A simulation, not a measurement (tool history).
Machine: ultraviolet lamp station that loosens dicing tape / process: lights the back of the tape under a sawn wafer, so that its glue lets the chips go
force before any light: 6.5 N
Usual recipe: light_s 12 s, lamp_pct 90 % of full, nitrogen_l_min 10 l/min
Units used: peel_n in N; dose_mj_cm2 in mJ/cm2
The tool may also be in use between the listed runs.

Run 1, hour 0: usual settings. Result: peel_n 0.581 N, dose_mj_cm2 279 mJ/cm2.
Run 2, hour 68.7: usual settings. Result: peel_n 0.636 N, dose_mj_cm2 275 mJ/cm2.
At hour 132.9: lamp changed.
Run 3, hour 132.9: usual settings. Result: peel_n 0.314 N, dose_mj_cm2 406 mJ/cm2.
Run 4, hour 191.9: usual settings. Result: peel_n 0.299 N, dose_mj_cm2 407 mJ/cm2.
At hour 208: window cleaned of glue's vapour.
Run 5, hour 240.2: usual settings but lamp_pct 89 % of full. Result: peel_n 0.39 N, dose_mj_cm2 354 mJ/cm2.
Run 6, hour 319.4: usual settings. Result: peel_n 0.387 N, dose_mj_cm2 351 mJ/cm2.
Run 7, hour 402.8: usual settings. Result: peel_n 0.395 N, dose_mj_cm2 343 mJ/cm2.
Run 8, hour 472.7: usual settings. Result: peel_n 0.39 N, dose_mj_cm2 341 mJ/cm2.
Run 9, hour 548.6: usual settings but light_s 21 s. Result: peel_n 0.224 N, dose_mj_cm2 583 mJ/cm2.
Run 10, hour 584.6: usual settings but light_s 21 s. Result: peel_n 0.23 N, dose_mj_cm2 579 mJ/cm2.
At hour 660.7: window cleaned of glue's vapour, once more.
Run 11, hour 666.2: usual settings but light_s 21 s. Result: peel_n 0.205 N, dose_mj_cm2 789 mJ/cm2.
Run 12, hour 745.5: usual settings but light_s 21 s. Result: peel_n 0.2 N, dose_mj_cm2 786 mJ/cm2.
Run 13, hour 812.9: usual settings but nitrogen_l_min 16 l/min. Result: peel_n 0.246 N, dose_mj_cm2 439 mJ/cm2.
Run 14, hour 886.5: usual settings but lamp_pct 72 % of full. Result: peel_n 0.394 N, dose_mj_cm2 348 mJ/cm2.
Run 15, hour 963.7: usual settings but light_s 11 s. Result: peel_n 0.328 N, dose_mj_cm2 387 mJ/cm2.
Run 16, hour 1008.2: usual settings but light_s 22 s, lamp_pct 63 % of full, nitrogen_l_min 11 l/min. Result: peel_n 0.23 N, dose_mj_cm2 543 mJ/cm2.
Run 17, hour 1088.7: usual settings but light_s 24 s. Result: peel_n 0.207 N, dose_mj_cm2 837 mJ/cm2.
Run 18, hour 1161.1: usual settings but light_s 11 s. Result: peel_n 0.341 N, dose_mj_cm2 380 mJ/cm2.
Run 19, hour 1220.7: usual settings but lamp_pct 99 % of full, nitrogen_l_min 4 l/min. Result: peel_n 0.465 N, dose_mj_cm2 451 mJ/cm2.
Run 20, hour 1283.9: usual settings but lamp_pct 99 % of full, nitrogen_l_min 4 l/min. Result: peel_n 0.476 N, dose_mj_cm2 444 mJ/cm2.
Run 21, hour 1366.5: usual settings but lamp_pct 99 % of full, nitrogen_l_min 4 l/min. Result: peel_n 0.482 N, dose_mj_cm2 440 mJ/cm2.
Run 22, hour 1424.7: usual settings but lamp_pct 99 % of full, nitrogen_l_min 4 l/min. Result: peel_n 0.484 N, dose_mj_cm2 432 mJ/cm2.
Run 23, hour 1481.5: usual settings but light_s 8 s, lamp_pct 61 % of full, nitrogen_l_min 9 l/min. Result: peel_n 1.367 N, dose_mj_cm2 173 mJ/cm2.
Run 24, hour 1557.4: usual settings but light_s 22 s, lamp_pct 65 % of full, nitrogen_l_min 9 l/min. Result: peel_n 0.243 N, dose_mj_cm2 505 mJ/cm2.
Run 25, hour 1596.5: usual settings. Result: peel_n 0.358 N, dose_mj_cm2 374 mJ/cm2.
Run 26, hour 1646.4: usual settings but lamp_pct 75 % of full. Result: peel_n 0.475 N, dose_mj_cm2 312 mJ/cm2.
Run 27, hour 1693: usual settings but lamp_pct 75 % of full. Result: peel_n 0.489 N, dose_mj_cm2 312 mJ/cm2.
Run 28, hour 1776.8: usual settings but lamp_pct 98 % of full. Result: peel_n 0.319 N, dose_mj_cm2 396 mJ/cm2.
Run 29, hour 1845.1: usual settings but lamp_pct 98 % of full. Result: peel_n 0.333 N, dose_mj_cm2 389 mJ/cm2.

What if the next run were any one of these 4? Each begins from the tool's condition after run 29:
Run A, hour 1896.6: usual settings but lamp_pct 98 % of full, nitrogen_l_min 18 l/min. Result: peel_n ?, dose_mj_cm2 ?.
Run B, hour 1896.6: usual settings but light_s 18 s, lamp_pct 68 % of full. Result: peel_n ?, dose_mj_cm2 ?.
Run C, hour 1896.6: usual settings but lamp_pct 85 % of full, nitrogen_l_min 13 l/min. Result: peel_n ?, dose_mj_cm2 ?.
Run D, hour 1896.6: usual settings but lamp_pct 98 % of full. Result: peel_n ?, dose_mj_cm2 ?.

run  peel_n  dose_mj_cm2
  A   0.266          389
  B   0.321          408
  C   0.359          335
  D    0.33          390
With no hidden state in the tool, these same runs would have given:
run  peel_n  dose_mj_cm2
  A   0.217          520
  B   0.236          545
  C   0.244          449
  D   0.236          521
